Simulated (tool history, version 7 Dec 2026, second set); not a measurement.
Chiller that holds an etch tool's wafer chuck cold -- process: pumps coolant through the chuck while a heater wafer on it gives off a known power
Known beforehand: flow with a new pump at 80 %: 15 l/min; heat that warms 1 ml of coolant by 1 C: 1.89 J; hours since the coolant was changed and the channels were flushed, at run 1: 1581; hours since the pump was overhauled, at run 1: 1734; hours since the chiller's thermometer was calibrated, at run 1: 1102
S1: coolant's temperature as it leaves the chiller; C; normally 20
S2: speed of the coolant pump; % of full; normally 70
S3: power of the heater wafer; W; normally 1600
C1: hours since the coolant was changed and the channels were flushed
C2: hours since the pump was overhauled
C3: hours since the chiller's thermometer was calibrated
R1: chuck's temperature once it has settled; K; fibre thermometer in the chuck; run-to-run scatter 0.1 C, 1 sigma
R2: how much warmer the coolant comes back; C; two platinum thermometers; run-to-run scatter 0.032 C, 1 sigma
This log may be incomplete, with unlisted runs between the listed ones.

{"run": 1, "hour": 0.0, "S1": 20, "S2": 70, "S3": 1600, "C1": 1581, "C2": 1734, "C3": 1102, "R1": 303.65, "R2": 3.81}
{"run": 2, "hour": 41.9, "S1": 20, "S2": 70, "S3": 1600, "C1": 1623, "C2": 1776, "C3": 1144, "R1": 303.75, "R2": 3.8}
{"run": 3, "hour": 78.2, "S1": 20, "S2": 70, "S3": 1600, "C1": 1660, "C2": 1812, "C3": 1180, "R1": 303.45, "R2": 3.82}
{"run": 4, "hour": 134.3, "S1": 20, "S2": 70, "S3": 1600, "C1": 1716, "C2": 1869, "C3": 1236, "R1": 303.65, "R2": 3.83}
{"run": 5, "hour": 177.8, "S1": 20, "S2": 70, "S3": 1600, "C1": 1759, "C2": 1912, "C3": 1280, "R1": 303.55, "R2": 3.8}
{"run": 6, "hour": 220.6, "S1": 16, "S2": 70, "S3": 1600, "C1": 1802, "C2": 1955, "C3": 1322, "R1": 299.65, "R2": 3.81}
{"run": 7, "hour": 257.1, "S1": 16, "S2": 70, "S3": 1600, "C1": 1839, "C2": 1991, "C3": 1359, "R1": 299.55, "R2": 3.77}
{"run": 8, "hour": 300.6, "S1": 16, "S2": 70, "S3": 1600, "C1": 1882, "C2": 2035, "C3": 1402, "R1": 299.55, "R2": 3.77}
{"run": 9, "hour": 350.1, "S1": 16, "S2": 70, "S3": 1600, "C1": 1932, "C2": 2084, "C3": 1452, "R1": 299.65, "R2": 3.77}
{"run": 10, "hour": 373.4, "S1": 20, "S2": 64, "S3": 1600, "C1": 1955, "C2": 2108, "C3": 1475, "R1": 304.15, "R2": 4.1}
{"run": 11, "hour": 406.9, "S1": 20, "S2": 64, "S3": 1600, "C1": 1988, "C2": 2141, "C3": 1509, "R1": 304.15, "R2": 4.18}
{"run": 12, "hour": 433.7, "S1": 20, "S2": 64, "S3": 1600, "C1": 2015, "C2": 2168, "C3": 1536, "R1": 304.25, "R2": 4.1}
{"run": 13, "hour": 480.9, "S1": 20, "S2": 64, "S3": 1600, "C1": 2062, "C2": 2215, "C3": 1583, "R1": 304.35, "R2": 4.07}
{"run": 14, "hour": 505.0, "S1": 20, "S2": 64, "S3": 1600, "C1": 2086, "C2": 2239, "C3": 1607, "R1": 304.05, "R2": 4.11}
{"run": 15, "hour": 554.8, "S1": 20, "S2": 64, "S3": 1600, "C1": 2136, "C2": 2289, "C3": 1657, "R1": 304.35, "R2": 4.07}
{"run": 16, "hour": 603.3, "S1": 20, "S2": 64, "S3": 2396, "C1": 2185, "C2": 2338, "C3": 1705, "R1": 309.85, "R2": 6.13}
{"run": 17, "hour": 639.7, "S1": 20, "S2": 64, "S3": 2396, "C1": 2221, "C2": 2374, "C3": 1741, "R1": 309.75, "R2": 6.16}
{"run": 18, "hour": 681.2, "S1": 20, "S2": 64, "S3": 2396, "C1": 2263, "C2": 2416, "C3": 1783, "R1": 309.65, "R2": 6.17}
{"run": 19, "hour": 736.1, "S1": 28, "S2": 81, "S3": 1256, "C1": 2318, "C2": 2470, "C3": 1838, "R1": 308.65, "R2": 2.48}
{"run": 20, "hour": 766.7, "S1": 28, "S2": 81, "S3": 1256, "C1": 2348, "C2": 2501, "C3": 1869, "R1": 308.55, "R2": 2.51}
{"run": 21, "hour": 815.7, "S1": 16, "S2": 72, "S3": 1549, "C1": 2397, "C2": 2550, "C3": 1917, "R1": 298.85, "R2": 3.44}
{"run": 22, "hour": 860.5, "S1": 22, "S2": 95, "S3": 1553, "C1": 2442, "C2": 2595, "C3": 1962, "R1": 303.55, "R2": 2.61}
{"run": 23, "hour": 888.1, "S1": 22, "S2": 95, "S3": 1553, "C1": 2470, "C2": 2622, "C3": 1990, "R1": 303.55, "R2": 2.59}
{"run": 24, "hour": 937.2, "S1": 12, "S2": 85, "S3": 1067, "C1": 2519, "C2": 2672, "C3": 2039, "R1": 291.25, "R2": 1.94}
{"run": 25, "hour": 969.2, "S1": 12, "S2": 85, "S3": 1067, "C1": 2551, "C2": 2703, "C3": 2071, "R1": 291.35, "R2": 1.92}
{"run": 26, "hour": 997.9, "S1": 23, "S2": 90, "S3": 2159, "C1": 2579, "C2": 2732, "C3": 2100, "R1": 308.05, "R2": 3.9}
{"run": 27, "hour": 1041.8, "S1": 28, "S2": 77, "S3": 1601, "C1": 2623, "C2": 2776, "C3": 2144, "R1": 311.05, "R2": 3.3}
{"run": 28, "hour": 1092.1, "S1": 14, "S2": 95, "S3": 2311, "C1": 2674, "C2": 2826, "C3": 2194, "R1": 299.65, "R2": 3.93}
{"run": 29, "hour": 1129.6, "S1": 14, "S2": 95, "S3": 2311, "C1": 2711, "C2": 2864, "C3": 2231, "R1": 299.65, "R2": 3.95}
{"run": 30, "hour": 1179.0, "S1": 28, "S2": 94, "S3": 831, "C1": 2760, "C2": 2913, "C3": 2281, "R1": 305.75, "R2": 1.29}
{"run": 31, "hour": 1229.6, "S1": 15, "S2": 88, "S3": 1752, "C1": 2811, "C2": 2964, "C3": 2331, "R1": 297.95, "R2": 3.16}

Here are 4 independent what-if runs from the current tool condition. What would each one return?
{"run": "A", "hour": 1265.0, "S1": 11, "S2": 70, "S3": 866, "C1": 2846, "C2": 2999, "C3": 2367, "R1": "?", "R2": "?"}
{"run": "B", "hour": 1265.0, "S1": 13, "S2": 79, "S3": 941, "C1": 2846, "C2": 2999, "C3": 2367, "R1": "?", "R2": "?"}
{"run": "C", "hour": 1265.0, "S1": 19, "S2": 98, "S3": 1752, "C1": 2846, "C2": 2999, "C3": 2367, "R1": "?", "R2": "?"}
{"run": "D", "hour": 1265.0, "S1": 15, "S2": 60, "S3": 1752, "C1": 2846, "C2": 2999, "C3": 2367, "R1": "?", "R2": "?"}

run=A R1=290.05 R2=1.77
run=B R1=291.75 R2=1.78
run=C R1=301.45 R2=2.81
run=D R1=300.85 R2=4.65
With the hidden condition removed and each run's random variation left untouched, the same runs would have given:
run=A R1=289.95 R2=2.01
run=B R1=291.65 R2=2.01
run=C R1=301.45 R2=3.05
run=D R1=300.85 R2=4.88

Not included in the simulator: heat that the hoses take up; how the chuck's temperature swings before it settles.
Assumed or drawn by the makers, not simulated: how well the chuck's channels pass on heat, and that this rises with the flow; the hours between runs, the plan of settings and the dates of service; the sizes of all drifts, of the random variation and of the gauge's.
